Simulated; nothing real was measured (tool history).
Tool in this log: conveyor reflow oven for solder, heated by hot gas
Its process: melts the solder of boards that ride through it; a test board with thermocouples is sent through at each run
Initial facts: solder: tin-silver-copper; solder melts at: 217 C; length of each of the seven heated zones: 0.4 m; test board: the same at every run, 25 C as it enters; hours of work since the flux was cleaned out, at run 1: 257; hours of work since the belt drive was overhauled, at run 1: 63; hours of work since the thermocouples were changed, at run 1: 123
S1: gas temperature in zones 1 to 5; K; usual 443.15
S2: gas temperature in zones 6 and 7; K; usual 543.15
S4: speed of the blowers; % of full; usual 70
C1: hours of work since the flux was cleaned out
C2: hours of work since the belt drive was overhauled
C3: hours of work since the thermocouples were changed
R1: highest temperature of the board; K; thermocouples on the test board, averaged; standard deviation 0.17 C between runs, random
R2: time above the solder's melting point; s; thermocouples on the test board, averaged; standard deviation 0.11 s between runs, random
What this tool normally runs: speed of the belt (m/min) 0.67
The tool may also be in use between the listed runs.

run 1 hour=0 | S1=443.15 S2=543.15 speed_of_the_belt_(m/min)=0.67 S4=70 | C1=257 C2=63 C3=123 | R1=529.55 R2=55.3
run 2 hour=6.5 | S1=443.15 S2=543.15 speed_of_the_belt_(m/min)=0.67 S4=70 | C1=260 C2=66 C3=126 | R1=529.45 R2=55.4
run 3 hour=12.6 | S1=443.15 S2=543.15 speed_of_the_belt_(m/min)=0.67 S4=70 | C1=263 C2=68 C3=129 | R1=528.95 R2=55.3
run 4 hour=17 | S1=443.15 S2=543.15 speed_of_the_belt_(m/min)=0.67 S4=70 | C1=265 C2=70 C3=131 | R1=529.45 R2=55.3
-- hour=22.8 flux residue cleaned out of gas plates and filters
run 5 hour=29.3 | S1=443.15 S2=543.15 speed_of_the_belt_(m/min)=0.67 S4=70 | C1=3 C2=74 C3=135 | R1=527.65 R2=54.1
run 6 hour=35.4 | S1=443.15 S2=543.15 speed_of_the_belt_(m/min)=0.67 S4=70 | C1=6 C2=77 C3=138 | R1=527.75 R2=54.2
run 7 hour=42.4 | S1=443.15 S2=547.15 speed_of_the_belt_(m/min)=0.67 S4=70 | C1=9 C2=80 C3=141 | R1=531.55 R2=56.3
-- hour=49.4 flux residue cleaned out of gas plates and filters, once more
run 8 hour=55.4 | S1=443.15 S2=547.15 speed_of_the_belt_(m/min)=0.67 S4=70 | C1=3 C2=84 C3=145 | R1=535.15 R2=59
run 9 hour=64.6 | S1=431.15 S2=545.15 speed_of_the_belt_(m/min)=0.699 S4=89 | C1=7 C2=88 C3=149 | R1=533.95 R2=53.2
run 10 hour=68.6 | S1=434.15 S2=545.15 speed_of_the_belt_(m/min)=0.67 S4=70 | C1=9 C2=90 C3=151 | R1=532.05 R2=54.9
run 11 hour=77.1 | S1=430.15 S2=545.15 speed_of_the_belt_(m/min)=0.67 S4=70 | C1=13 C2=94 C3=155 | R1=531.35 R2=53.7
run 12 hour=85.2 | S1=430.15 S2=545.15 speed_of_the_belt_(m/min)=0.67 S4=70 | C1=17 C2=98 C3=159 | R1=531.35 R2=53.6

Take each entry between the runs: how does the hidden state at the last listed run before it differ from the hidden state at the first listed run after it?
In the gap between runs 4 and 5: flux residue cleaned out of gas plates and filters (hour 22.8)
  heat that the gas passes to the board, % of a clean oven's: 89.8 -> 83.6; belt's true speed, % of the reading: 100 -> 99.99; true gas temperature in zones 6 and 7 over the reading, C: 0.44 -> 0.45
  difference, measured minus the result without the unlogged condition, R1: -1.8 -> -3.2 K; R2: -1.5 -> -2.7 s
In the gap between runs 7 and 8: flux residue cleaned out of gas plates and filters, once more (hour 49.4)
  heat that the gas passes to the board, % of a clean oven's: 83.4 -> 99.8; true gas temperature in zones 6 and 7 over the reading, C: 0.46 -> 0.47
  difference, measured minus the result without the unlogged condition, R1: -3.4 -> +0.5 K; R2: -2.5 -> +0.2 s
